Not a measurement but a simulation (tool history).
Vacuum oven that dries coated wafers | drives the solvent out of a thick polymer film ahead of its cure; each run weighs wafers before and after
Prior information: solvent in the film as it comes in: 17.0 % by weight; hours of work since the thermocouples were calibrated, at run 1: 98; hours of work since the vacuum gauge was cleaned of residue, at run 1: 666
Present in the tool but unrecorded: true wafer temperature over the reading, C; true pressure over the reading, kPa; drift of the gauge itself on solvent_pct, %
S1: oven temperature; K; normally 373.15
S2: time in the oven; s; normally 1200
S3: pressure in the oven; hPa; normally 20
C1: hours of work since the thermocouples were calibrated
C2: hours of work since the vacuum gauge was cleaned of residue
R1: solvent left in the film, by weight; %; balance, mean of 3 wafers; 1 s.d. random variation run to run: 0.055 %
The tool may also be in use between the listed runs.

run,day,S1,S2,S3,C1,C2,R1
1,0,373.15,1200,20,98,666,2.57
2,1.025,373.15,1200,20,117,684,2.68
3,1.525,373.15,1200,20,126,693,2.63
4,2.554,373.15,720,20,145,712,4.55
5,3.392,385.15,1200,20,160,727,0.91
6,4.108,373.15,1200,72.5,173,740,5.42
7,4.7,373.15,1200,72.5,183,751,5.35
8,5.338,367.15,1200,72.5,195,762,7.47
9,6.333,373.15,1200,20,213,780,2.71
10,7.346,373.15,1200,20,231,798,2.64
11,8.271,373.15,1200,14.8,248,815,2.52
12,8.746,373.15,1200,14.8,257,824,2.32
13,9.592,373.15,1200,14.8,272,839,2.48
14,10.312,361.15,600,45.4,285,852,10.63
15,11.275,366.15,840,61.5,302,870,8.38
16,11.754,380.15,900,61.5,311,878,3.74
17,12.517,373.15,720,12.5,325,892,4.47
18,13.517,373.15,1260,20,343,910,2.47
19,14.317,378.15,1200,20,357,925,1.71

3 options for the next run, each taken on its own from the tool as it stands now. Forecast them:
A,14.933,377.15,720,76.8,369,936,?
B,14.933,378.15,720,20,369,936,?
C,14.933,367.15,2040,33.5,369,936,?

run,R1
A,5.89
B,3.29
C,3.52
Without the tool's hidden state the same runs would have given:
run,R1
A,5.46
B,2.92
C,3.12

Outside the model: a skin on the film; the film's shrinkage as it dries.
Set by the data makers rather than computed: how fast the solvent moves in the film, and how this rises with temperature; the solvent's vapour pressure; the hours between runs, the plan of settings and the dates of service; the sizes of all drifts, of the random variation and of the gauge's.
